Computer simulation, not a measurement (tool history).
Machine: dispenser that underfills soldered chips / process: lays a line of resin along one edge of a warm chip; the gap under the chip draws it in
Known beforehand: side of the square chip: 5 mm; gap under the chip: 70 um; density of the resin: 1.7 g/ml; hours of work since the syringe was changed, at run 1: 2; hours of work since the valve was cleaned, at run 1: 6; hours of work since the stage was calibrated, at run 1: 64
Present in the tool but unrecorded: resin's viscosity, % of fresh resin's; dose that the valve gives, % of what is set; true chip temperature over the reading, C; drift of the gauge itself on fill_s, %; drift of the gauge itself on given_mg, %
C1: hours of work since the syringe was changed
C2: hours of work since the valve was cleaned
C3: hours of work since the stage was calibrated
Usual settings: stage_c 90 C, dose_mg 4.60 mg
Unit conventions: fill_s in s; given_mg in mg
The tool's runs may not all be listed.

run 1 hour=0.0 | stage_c=90 dose_mg=4.60 | C1=2 C2=6 C3=64 | fill_s=17.1 given_mg=4.59
run 2 hour=2.8 | stage_c=90 dose_mg=4.60 | C1=4 C2=8 C3=66 | fill_s=19.0 given_mg=4.59
run 3 hour=6.9 | stage_c=90 dose_mg=4.60 | C1=6 C2=11 C3=68 | fill_s=21.9 given_mg=4.58
run 4 hour=9.8 | stage_c=90 dose_mg=4.23 | C1=8 C2=13 C3=70 | fill_s=23.1 given_mg=4.19
-- hour=11.4 new syringe of resin
run 5 hour=14.3 | stage_c=90 dose_mg=4.23 | C1=2 C2=16 C3=73 | fill_s=17.6 given_mg=4.21
run 6 hour=18.0 | stage_c=90 dose_mg=4.23 | C1=4 C2=18 C3=76 | fill_s=20.5 given_mg=4.19
run 7 hour=21.8 | stage_c=90 dose_mg=4.23 | C1=7 C2=21 C3=78 | fill_s=21.9 given_mg=4.19
-- hour=25.4 new syringe of resin
run 8 hour=26.4 | stage_c=90 dose_mg=5.62 | C1=1 C2=24 C3=81 | fill_s=16.4 given_mg=5.54
run 9 hour=32.3 | stage_c=77 dose_mg=4.60 | C1=5 C2=28 C3=85 | fill_s=31.1 given_mg=4.52
run 10 hour=35.9 | stage_c=90 dose_mg=5.85 | C1=7 C2=30 C3=87 | fill_s=22.4 given_mg=5.75
run 11 hour=38.8 | stage_c=89 dose_mg=5.85 | C1=9 C2=32 C3=89 | fill_s=25.1 given_mg=5.74
-- hour=39.4 new syringe of resin
run 12 hour=42.7 | stage_c=81 dose_mg=4.60 | C1=2 C2=34 C3=92 | fill_s=23.9 given_mg=4.50
run 13 hour=46.7 | stage_c=90 dose_mg=4.60 | C1=5 C2=37 C3=94 | fill_s=19.5 given_mg=4.51
run 14 hour=50.8 | stage_c=90 dose_mg=4.07 | C1=8 C2=40 C3=97 | fill_s=22.7 given_mg=3.97
-- hour=53.7 new syringe of resin
run 15 hour=54.8 | stage_c=90 dose_mg=4.07 | C1=1 C2=42 C3=100 | fill_s=17.2 given_mg=3.97
run 16 hour=59.3 | stage_c=90 dose_mg=4.07 | C1=4 C2=45 C3=103 | fill_s=18.8 given_mg=3.94
run 17 hour=61.8 | stage_c=90 dose_mg=4.07 | C1=5 C2=47 C3=104 | fill_s=20.3 given_mg=3.93
run 18 hour=64.8 | stage_c=92 dose_mg=5.50 | C1=7 C2=49 C3=106 | fill_s=19.5 given_mg=5.35
-- hour=67.8 new syringe of resin
run 19 hour=67.8 | stage_c=105 dose_mg=5.50 | C1=0 C2=51 C3=108 | fill_s=9.7 given_mg=5.31
run 20 hour=72.7 | stage_c=93 dose_mg=4.30 | C1=3 C2=54 C3=111 | fill_s=17.1 given_mg=4.13
run 21 hour=78.1 | stage_c=79 dose_mg=5.90 | C1=7 C2=57 C3=115 | fill_s=29.7 given_mg=5.67
-- hour=81.7 new syringe of resin
run 22 hour=82.7 | stage_c=102 dose_mg=4.92 | C1=1 C2=60 C3=118 | fill_s=11.1 given_mg=4.72
run 23 hour=87.6 | stage_c=82 dose_mg=5.94 | C1=4 C2=64 C3=121 | fill_s=24.2 given_mg=5.68
run 24 hour=90.6 | stage_c=82 dose_mg=5.94 | C1=6 C2=66 C3=123 | fill_s=26.5 given_mg=5.69
run 25 hour=94.7 | stage_c=82 dose_mg=3.99 | C1=9 C2=68 C3=126 | fill_s=31.1 given_mg=3.80
-- hour=95.9 new syringe of resin
run 26 hour=100.1 | stage_c=82 dose_mg=3.99 | C1=3 C2=72 C3=129 | fill_s=24.7 given_mg=3.78
run 27 hour=103.9 | stage_c=78 dose_mg=4.08 | C1=5 C2=74 C3=132 | fill_s=31.0 given_mg=3.85
-- hour=107.1 dispensing valve cleaned and set on the balance
run 28 hour=109.2 | stage_c=92 dose_mg=5.88 | C1=8 C2=1 C3=135 | fill_s=21.1 given_mg=5.87
-- hour=110.8 new syringe of resin
run 29 hour=112.5 | stage_c=80 dose_mg=4.07 | C1=1 C2=3 C3=137 | fill_s=23.3 given_mg=4.06

A few steps of fill_s between consecutive runs. Split each: what settings, incoming material and random variation would produce without the hidden state, and what is left over for the hidden state, along with gauge scatter present in only one of the two compared results (measured, and without hidden state):
Run 8 -> 9: stage_c 90 -> 77, dose_mg 5.62 -> 4.60. fill_s +14.7 s: hidden state +4.8, all else +9.9.
Run 21 -> 22: stage_c 79 -> 102, dose_mg 5.90 -> 4.92, new syringe of resin. fill_s -18.6 s: hidden state -6.7, all else -11.9.
Run 25 -> 26: new syringe of resin. fill_s -6.4 s: hidden state -6.5, all else +0.1.
